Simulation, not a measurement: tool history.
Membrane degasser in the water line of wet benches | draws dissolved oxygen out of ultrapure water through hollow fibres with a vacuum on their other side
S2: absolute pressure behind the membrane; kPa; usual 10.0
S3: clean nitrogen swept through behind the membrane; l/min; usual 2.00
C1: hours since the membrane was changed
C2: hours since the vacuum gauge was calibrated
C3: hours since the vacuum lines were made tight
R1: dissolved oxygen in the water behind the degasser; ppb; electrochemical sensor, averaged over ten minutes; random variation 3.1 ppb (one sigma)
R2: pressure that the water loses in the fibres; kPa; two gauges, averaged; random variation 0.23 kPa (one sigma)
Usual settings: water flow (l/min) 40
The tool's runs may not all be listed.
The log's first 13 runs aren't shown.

run 14 day=39.183 | water_flow_(l/min)=40 S2=10.0 S3=3.40 | C1=1491 C2=2790 C3=10583 | R1=201.7 R2=57.32
run 15 day=42.779 | water_flow_(l/min)=40 S2=10.0 S3=3.40 | C1=1578 C2=2877 C3=10669 | R1=196.6 R2=56.86
run 16 day=45.783 | water_flow_(l/min)=40 S2=14.5 S3=2.00 | C1=1650 C2=2949 C3=10741 | R1=504.2 R2=56.92
run 17 day=48.854 | water_flow_(l/min)=40 S2=14.5 S3=2.00 | C1=1724 C2=3022 C3=10815 | R1=489.6 R2=56.20
run 18 day=52.496 | water_flow_(l/min)=40 S2=14.5 S3=2.00 | C1=1811 C2=3110 C3=10902 | R1=494.6 R2=57.09
run 19 day=54.542 | water_flow_(l/min)=61 S2=10.0 S3=0.80 | C1=1860 C2=3159 C3=10951 | R1=907.1 R2=87.00
run 20 day=57.179 | water_flow_(l/min)=62 S2=10.0 S3=2.01 | C1=1923 C2=3222 C3=11015 | R1=521.7 R2=88.58
run 21 day=60.842 | water_flow_(l/min)=62 S2=10.0 S3=2.01 | C1=2011 C2=3310 C3=11103 | R1=529.5 R2=87.85
run 22 day=65.200 | water_flow_(l/min)=62 S2=10.0 S3=2.01 | C1=2116 C2=3415 C3=11207 | R1=532.9 R2=88.05
run 23 day=69.171 | water_flow_(l/min)=62 S2=10.0 S3=2.01 | C1=2211 C2=3510 C3=11302 | R1=526.6 R2=87.88
run 24 day=71.117 | water_flow_(l/min)=26 S2=21.3 S3=5.05 | C1=2258 C2=3557 C3=11349 | R1=222.0 R2=37.00
run 25 day=74.804 | water_flow_(l/min)=26 S2=21.3 S3=5.05 | C1=2346 C2=3645 C3=11438 | R1=220.4 R2=37.04
run 26 day=79.017 | water_flow_(l/min)=26 S2=21.3 S3=5.05 | C1=2447 C2=3746 C3=11539 | R1=222.1 R2=36.76
run 27 day=83.050 | water_flow_(l/min)=64 S2=13.9 S3=0.81 | C1=2544 C2=3843 C3=11636 | R1=1382.5 R2=91.50
run 28 day=87.183 | water_flow_(l/min)=64 S2=13.9 S3=0.81 | C1=2643 C2=3942 C3=11735 | R1=1383.9 R2=90.91
run 29 day=89.988 | water_flow_(l/min)=41 S2=21.5 S3=2.00 | C1=2711 C2=4010 C3=11802 | R1=787.8 R2=58.44
run 30 day=93.138 | water_flow_(l/min)=39 S2=10.0 S3=4.02 | C1=2786 C2=4085 C3=11878 | R1=166.6 R2=55.61
run 31 day=96.279 | water_flow_(l/min)=58 S2=17.4 S3=2.00 | C1=2862 C2=4161 C3=11953 | R1=876.4 R2=82.67
run 32 day=100.538 | water_flow_(l/min)=50 S2=21.6 S3=1.66 | C1=2964 C2=4263 C3=12055 | R1=1072.5 R2=71.04
run 33 day=102.538 | water_flow_(l/min)=25 S2=16.2 S3=4.03 | C1=3012 C2=4311 C3=12103 | R1=192.4 R2=35.73

Forecast each of these 3 alternatives for the next run:
run A day=106.904 | water_flow_(l/min)=35 S2=7.3 S3=2.00 | C1=3117 C2=4415 C3=12208 | R1=? R2=?
run B day=106.904 | water_flow_(l/min)=27 S2=11.4 S3=2.72 | C1=3117 C2=4415 C3=12208 | R1=? R2=?
run C day=106.904 | water_flow_(l/min)=25 S2=9.0 S3=4.03 | C1=3117 C2=4415 C3=12208 | R1=? R2=?

run=A R1=166.1 R2=50.34
run=B R1=186.9 R2=38.45
run=C R1=86.4 R2=35.43
Without the tool's hidden state the same runs would have given:
run=A R1=166.0 R2=50.34
run=B R1=186.8 R2=38.44
run=C R1=86.3 R2=35.42
